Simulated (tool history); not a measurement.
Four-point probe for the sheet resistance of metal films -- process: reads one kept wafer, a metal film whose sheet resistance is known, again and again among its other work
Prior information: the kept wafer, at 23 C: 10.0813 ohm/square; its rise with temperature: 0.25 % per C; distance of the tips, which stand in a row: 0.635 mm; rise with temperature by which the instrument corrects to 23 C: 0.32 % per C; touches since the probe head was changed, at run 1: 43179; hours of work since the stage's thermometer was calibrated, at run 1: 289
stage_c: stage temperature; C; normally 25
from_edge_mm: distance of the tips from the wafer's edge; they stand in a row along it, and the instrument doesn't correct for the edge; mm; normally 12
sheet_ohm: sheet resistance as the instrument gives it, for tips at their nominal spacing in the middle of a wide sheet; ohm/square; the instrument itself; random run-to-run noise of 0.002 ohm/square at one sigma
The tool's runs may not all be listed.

| run | hour | stage_c | from_edge_mm | touches since the probe head was changed | hours of work since the stage's thermometer was calibrated | sheet_ohm |
|---|---|---|---|---|---|---|
| 1 | 0 | 25 | 12 | 43179 | 289 | 10.210817 |
| 2 | 60.2 | 25 | 12 | 44655 | 319 | 10.212926 |
| 3 | 146.8 | 20 | 12 | 46779 | 361 | 10.256728 |
| 4 | 209.2 | 20 | 12 | 48309 | 392 | 10.256611 |
| 5 | 263.2 | 20 | 12 | 49633 | 418 | 10.261124 |
| 6 | 337.9 | 19 | 12 | 51466 | 454 | 10.270119 |
| 7 | 434.9 | 19 | 12 | 53845 | 502 | 10.276949 |
| 8 | 507.2 | 25 | 59 | 55617 | 537 | 10.223002 |
| 9 | 558.1 | 25 | 59 | 56864 | 562 | 10.225951 |
| 10 | 650.9 | 25 | 12 | 59141 | 607 | 10.245244 |
| 11 | 712.2 | 25 | 6 | 60644 | 637 | 10.294313 |
|  | 743.7 | new probe head fitted |
| 12 | 761 | 28 | 6 | 425 | 661 | 10.025463 |
| 13 | 841.4 | 28 | 6 | 2395 | 700 | 10.024527 |
| 14 | 919.5 | 28 | 6 | 4310 | 738 | 10.027654 |
|  | 928.7 | stage's thermometer calibrated |
| 15 | 992.2 | 31 | 12 | 6082 | 31 | 9.965373 |
| 16 | 1079.7 | 24 | 12 | 8229 | 74 | 10.016992 |
| 17 | 1122.5 | 18 | 12 | 9277 | 95 | 10.055829 |
| 18 | 1188.6 | 25 | 12 | 10898 | 127 | 10.012336 |
| 19 | 1283.7 | 21 | 55 | 13231 | 174 | 10.03469 |
| 20 | 1359.9 | 27 | 22 | 15099 | 211 | 9.998954 |
|  | 1388.2 | stage's thermometer calibrated, once more |
| 21 | 1450.9 | 27 | 22 | 17319 | 31 | 10.013328 |
| 22 | 1545.2 | 25 | 19 | 19630 | 77 | 10.033809 |
| 23 | 1625.6 | 33 | 58 | 21601 | 116 | 9.979329 |
| 24 | 1692.6 | 33 | 25 | 23244 | 149 | 9.984135 |
| 25 | 1763 | 31 | 7 | 24971 | 183 | 10.046185 |
| 26 | 1823.5 | 30 | 54 | 26454 | 213 | 10.011525 |
| 27 | 1875.1 | 25 | 13 | 27721 | 238 | 10.061839 |
| 28 | 1946.3 | 25 | 13 | 29467 | 273 | 10.062194 |
| 29 | 2023.4 | 33 | 13 | 31356 | 310 | 10.014442 |
| 30 | 2078.7 | 33 | 13 | 32712 | 337 | 10.017699 |
| 31 | 2173.3 | 26 | 13 | 35034 | 384 | 10.066058 |
| 32 | 2229.6 | 22 | 16 | 36414 | 411 | 10.095309 |
| 33 | 2288.6 | 34 | 7 | 37860 | 440 | 10.056322 |
| 34 | 2368.6 | 30 | 67 | 39821 | 479 | 10.040044 |

Run 35, settings as shown, results not yet in. Your forecast:
| 35 | 2457.1 | 30 | 67 | 41992 | 522 | ? |

Run 35 produced sheet_ohm 10.045669 ohm/square.
On a tool with no hidden condition, and with the same random variation, this run would have come out at sheet_ohm 10.037136 ohm/square.
